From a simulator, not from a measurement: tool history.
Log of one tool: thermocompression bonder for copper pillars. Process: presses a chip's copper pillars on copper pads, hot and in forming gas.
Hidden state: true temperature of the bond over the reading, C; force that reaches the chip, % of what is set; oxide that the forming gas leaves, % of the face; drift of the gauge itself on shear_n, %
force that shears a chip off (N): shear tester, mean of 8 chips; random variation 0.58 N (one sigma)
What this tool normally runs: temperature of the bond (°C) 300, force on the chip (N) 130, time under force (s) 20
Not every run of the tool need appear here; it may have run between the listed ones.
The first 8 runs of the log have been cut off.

run	hour	temperature of the bond (°C)	force on the chip (N)	time under force (s)	hours of work since the heater was calibrated	hours of work since the force cell was calibrated	hours of work since the gas filter was changed	force that shears a chip off (N)
9	246.4	300	114	20	407	171	171	75.3
10	267	300	114	20	416	180	180	74
11	287.3	300	114	20	425	189	189	76
12	328.7	300	114	20	444	208	208	75.3
13	357.3	300	114	20	457	220	220	75.9
14	377.5	300	114	20	466	229	229	76.2
15	398.9	279	130	20	475	239	239	70.1
16	437.3	279	130	41	492	256	256	85.1
17	477.9	300	130	53	510	274	274	99.2
18	504.3	300	130	12	522	286	286	73
19	544.2	300	130	20	540	304	304	82.1
20	568.8	300	130	20	551	314	314	82
21	607.3	300	130	20	568	332	332	82.1
22	639.4	330	128	56	582	346	346	109.5
23	661.8	330	128	56	592	356	356	107.7
24	685	330	155	23	602	366	366	104.4
25	712.1	296	155	10	614	378	378	75.1
26	741.1	322	104	54	627	391	391	99.3
27	760.8	319	104	54	636	400	400	98.1

For run 28, what comes out?
28	790.5	319	104	54	649	413	413	?

force that shears a chip off (N): 98.9
If the tool had no hidden condition, the same run with the same run-to-run variation would have returned force that shears a chip off (N) 99.1.

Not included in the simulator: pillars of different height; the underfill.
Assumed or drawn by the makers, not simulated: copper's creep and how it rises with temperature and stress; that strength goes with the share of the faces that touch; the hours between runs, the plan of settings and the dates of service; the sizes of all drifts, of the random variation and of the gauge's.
